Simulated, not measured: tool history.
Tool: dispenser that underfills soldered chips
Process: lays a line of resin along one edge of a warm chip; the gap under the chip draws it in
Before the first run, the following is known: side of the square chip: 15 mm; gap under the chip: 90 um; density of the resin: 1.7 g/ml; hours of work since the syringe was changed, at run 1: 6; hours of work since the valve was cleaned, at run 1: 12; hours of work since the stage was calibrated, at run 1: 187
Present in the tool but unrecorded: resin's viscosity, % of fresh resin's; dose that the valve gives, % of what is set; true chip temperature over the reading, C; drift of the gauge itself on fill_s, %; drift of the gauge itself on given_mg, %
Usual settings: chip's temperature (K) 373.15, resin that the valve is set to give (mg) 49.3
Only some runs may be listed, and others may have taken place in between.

run	hour	chip's temperature (K)	resin that the valve is set to give (mg)	hours of work since the syringe was changed	hours of work since the valve was cleaned	hours of work since the stage was calibrated	time until the resin shows at the far edge (s)	resin that the valve gave (mg)
1	0.0	373.15	49.3	6	12	187	87.7	48.83
# hour 5.4: new syringe of resin
2	7.2	373.15	49.3	1	17	192	74.5	48.37
3	14.2	387.15	49.3	7	23	197	60.3	48.04
# hour 18.4: new syringe of resin
4	23.3	387.15	49.3	4	29	204	57.4	47.78
# hour 31.4: new syringe of resin
5	32.2	387.15	49.3	1	35	210	50.0	47.64
6	38.7	387.15	49.3	5	40	215	58.2	47.56
# hour 44.0: new syringe of resin
7	46.9	373.15	49.3	2	46	221	79.3	47.41
# hour 56.1: new syringe of resin
8	57.6	373.15	49.3	1	54	228	74.8	46.67
9	63.7	373.15	49.3	6	58	233	88.1	46.69
# hour 68.6: new syringe of resin
10	76.5	373.15	49.3	6	68	242	90.8	46.22
# hour 81.6: new syringe of resin
11	89.3	373.15	49.3	6	77	251	86.8	45.74
# hour 94.1: new syringe of resin
12	100.3	378.15	49.3	5	85	259	74.1	45.43
# hour 106.5: new syringe of resin
13	113.1	378.15	50.9	5	94	269	73.7	46.48
# hour 119.2: new syringe of resin
14	120.7	378.15	49.3	1	99	274	67.7	44.98
15	126.5	373.15	46.6	5	104	278	91.7	42.00
# hour 131.6: new syringe of resin
16	134.7	373.15	46.6	2	110	284	82.8	42.11
# hour 144.2: new syringe of resin
17	147.6	373.15	46.6	2	119	293	81.9	41.62
# hour 156.6: new syringe of resin
18	157.4	373.15	46.6	1	126	300	77.0	41.47
19	168.3	365.15	62.5	9	134	309	121.0	54.62
# hour 169.6: new syringe of resin
20	180.7	365.15	62.5	8	143	317	117.2	54.24
# hour 181.8: new syringe of resin
# hour 191.4: dispensing valve cleaned and set on the balance
21	192.5	362.15	49.2	7	1	325	129.1	49.60
# hour 195.8: new syringe of resin
22	204.4	362.15	49.2	6	9	334	129.2	48.52
# hour 208.5: new syringe of resin
23	210.2	362.15	49.2	1	13	338	104.3	48.74
# hour 221.0: new syringe of resin
24	223.5	384.15	48.9	2	23	348	56.5	48.32

Each row is a separate what-if for the run after 24, all from the same tool condition, not one after another. Results?
A	230.3	386.15	60.6	7	28	353	?	?
B	230.3	384.15	63.1	7	28	353	?	?
C	230.3	371.15	43.3	7	28	353	?	?
D	230.3	376.15	49.7	7	28	353	?	?

run	time until the resin shows at the far edge (s)	resin that the valve gave (mg)
A	61.9	59.04
B	66.4	61.32
C	101.3	42.23
D	83.6	48.73
Had the tool no hidden state, the same runs would have come out as:
run	time until the resin shows at the far edge (s)	resin that the valve gave (mg)
A	49.8	60.49
B	53.5	62.83
C	81.1	43.28
D	67.1	49.94

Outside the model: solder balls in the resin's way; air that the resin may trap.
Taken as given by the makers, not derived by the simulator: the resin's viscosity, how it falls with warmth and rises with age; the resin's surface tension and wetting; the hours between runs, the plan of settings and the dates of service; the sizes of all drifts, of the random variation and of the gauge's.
